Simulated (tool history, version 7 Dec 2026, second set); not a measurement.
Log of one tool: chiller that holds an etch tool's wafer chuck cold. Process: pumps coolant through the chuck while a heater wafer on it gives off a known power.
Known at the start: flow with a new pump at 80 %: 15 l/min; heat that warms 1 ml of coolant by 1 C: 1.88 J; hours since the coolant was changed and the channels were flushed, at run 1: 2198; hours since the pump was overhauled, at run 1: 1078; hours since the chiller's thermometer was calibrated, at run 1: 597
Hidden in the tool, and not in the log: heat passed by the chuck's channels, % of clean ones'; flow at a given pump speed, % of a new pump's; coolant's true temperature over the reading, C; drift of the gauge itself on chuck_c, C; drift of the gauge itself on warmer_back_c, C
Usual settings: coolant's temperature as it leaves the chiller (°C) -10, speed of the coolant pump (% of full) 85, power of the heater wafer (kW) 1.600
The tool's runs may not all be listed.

| run | day | coolant's temperature as it leaves the chiller (°C) | speed of the coolant pump (% of full) | power of the heater wafer (kW) | hours since the coolant was changed and the channels were flushed | hours since the pump was overhauled | hours since the chiller's thermometer was calibrated | chuck's temperature once it has settled (°C) | how much warmer the coolant comes back (C) |
|---|---|---|---|---|---|---|---|---|---|
| 1 | 0.000 | -10 | 85 | 1.600 | 2198 | 1078 | 597 | 4.5 | 3.20 |
| 2 | 0.858 | -13 | 85 | 1.600 | 2219 | 1098 | 618 | 1.3 | 3.15 |
| 3 | 2.150 | -13 | 85 | 1.600 | 2250 | 1129 | 649 | 1.3 | 3.17 |
| 4 | 3.708 | -7 | 85 | 1.600 | 2287 | 1166 | 686 | 7.3 | 3.15 |
| 5 | 4.779 | -10 | 85 | 1.600 | 2313 | 1192 | 712 | 4.2 | 3.16 |
| 6 | 6.221 | -10 | 75 | 1.600 | 2348 | 1227 | 746 | 5.2 | 3.49 |
| 7 | 7.504 | -10 | 85 | 1.600 | 2379 | 1258 | 777 | 4.0 | 3.11 |
| 8 | 8.483 | -10 | 85 | 1.600 | 2402 | 1281 | 801 | 4.3 | 3.08 |
| 9 | 9.996 | -10 | 85 | 1.600 | 2438 | 1317 | 837 | 4.2 | 3.03 |
| 10 | 11.579 | -10 | 85 | 1.600 | 2476 | 1355 | 875 | 4.4 | 3.04 |
| 11 | 13.117 | -10 | 85 | 1.600 | 2513 | 1392 | 912 | 4.2 | 3.01 |
| 12 | 13.933 | -4 | 85 | 1.600 | 2533 | 1412 | 931 | 10.1 | 2.98 |
| 13 | 14.754 | -10 | 85 | 1.600 | 2553 | 1432 | 951 | 4.2 | 2.96 |
|  | 16.221 | gauge calibrated |
| 14 | 16.225 | -10 | 85 | 1.600 | 2588 | 1467 | 986 | 4.3 | 3.20 |
| 15 | 17.283 | -7 | 85 | 2.035 | 2613 | 1492 | 1012 | 11.2 | 4.08 |
| 16 | 18.112 | -11 | 83 | 2.018 | 2633 | 1512 | 1032 | 7.2 | 4.09 |
| 17 | 19.167 | -18 | 83 | 1.670 | 2658 | 1537 | 1057 | -3.1 | 3.39 |
| 18 | 19.867 | -18 | 68 | 1.842 | 2675 | 1554 | 1074 | 0.3 | 4.52 |
| 19 | 20.971 | -18 | 68 | 1.842 | 2702 | 1581 | 1100 | 0.4 | 4.49 |
| 20 | 22.617 | -20 | 81 | 1.842 | 2741 | 1620 | 1140 | -3.0 | 3.76 |
| 21 | 23.388 | -12 | 99 | 0.902 | 2760 | 1639 | 1158 | -4.5 | 1.46 |

Forecast run 22:
| 22 | 24.521 | -18 | 87 | 0.902 | 2787 | 1666 | 1186 | ? | ? |

{"run 22": {"chuck's temperature once it has settled (°C)": -9.9, "how much warmer the coolant comes back (C)": 1.69}}
Without the tool's hidden state the same run would have given chuck's temperature once it has settled (°C) -9.9, how much warmer the coolant comes back (C) 1.82.
